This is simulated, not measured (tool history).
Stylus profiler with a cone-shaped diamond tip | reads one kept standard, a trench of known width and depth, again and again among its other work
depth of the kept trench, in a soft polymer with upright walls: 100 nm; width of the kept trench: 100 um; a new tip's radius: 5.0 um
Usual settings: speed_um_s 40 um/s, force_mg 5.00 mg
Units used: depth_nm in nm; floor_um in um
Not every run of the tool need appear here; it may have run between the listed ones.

| run | hour | speed_um_s | force_mg | depth_nm | floor_um |
|---|---|---|---|---|---|
| 1 | 0.0 | 40 | 5.00 | 101.08 | 97.54 |
| 2 | 28.3 | 44 | 5.00 | 101.11 | 97.52 |
| 3 | 41.0 | 40 | 1.69 | 100.44 | 97.47 |
| 4 | 69.3 | 40 | 1.69 | 100.40 | 97.38 |
| 5 | 89.6 | 40 | 1.69 | 100.42 | 97.37 |
| 6 | 104.4 | 40 | 5.00 | 101.03 | 97.48 |
| 7 | 124.6 | 44 | 5.00 | 101.03 | 97.45 |
| 8 | 155.1 | 44 | 5.00 | 101.04 | 97.47 |
| 9 | 173.8 | 44 | 5.00 | 101.03 | 97.52 |
| 10 | 198.5 | 44 | 5.00 | 101.03 | 97.43 |
| 11 | 221.1 | 44 | 5.00 | 101.01 | 97.42 |
| 12 | 239.4 | 44 | 5.00 | 100.97 | 97.47 |
| 13 | 258.6 | 39 | 6.05 | 101.04 | 97.42 |
| 14 | 278.5 | 53 | 2.97 | 100.73 | 97.32 |
| 15 | 300.3 | 83 | 3.69 | 100.82 | 97.23 |
| 16 | 329.8 | 83 | 5.37 | 101.00 | 97.27 |
| 17 | 342.2 | 83 | 5.37 | 101.09 | 97.31 |
| 18 | 356.8 | 25 | 2.46 | 100.56 | 97.39 |
| 19 | 370.1 | 19 | 2.24 | 100.53 | 97.40 |
| 20 | 387.0 | 31 | 6.24 | 101.14 | 97.48 |
| 21 | 404.5 | 78 | 4.85 | 101.00 | 97.23 |
| 22 | 431.6 | 78 | 4.85 | 101.01 | 97.29 |
| 23 | 459.5 | 78 | 4.85 | 100.94 | 97.24 |
| 24 | 479.0 | 78 | 4.85 | 101.02 | 97.28 |

Hidden state or all else? Some run-to-run changes of depth_nm, split into what the settings, what came in and random variation would give without the hidden state, and what is left for the hidden state (with any gauge scatter that isn't in both results):
Hidden conditions of the tool in this case: radius of the tip, um; height scale over the true one, %; drift of the gauge itself on depth_nm, %; drift of the gauge itself on floor_um, %.
Run 2 -> 3: speed_um_s 44 -> 40, force_mg 5.00 -> 1.69. depth_nm -0.67 nm: hidden state -0.01, all else -0.66.
Run 4 -> 5: nothing adjusted, nothing logged. depth_nm +0.02 nm: hidden state -0.01, all else +0.03.
Run 5 -> 6: force_mg 1.69 -> 5.00. depth_nm +0.61 nm: hidden state +0.00, all else +0.61.

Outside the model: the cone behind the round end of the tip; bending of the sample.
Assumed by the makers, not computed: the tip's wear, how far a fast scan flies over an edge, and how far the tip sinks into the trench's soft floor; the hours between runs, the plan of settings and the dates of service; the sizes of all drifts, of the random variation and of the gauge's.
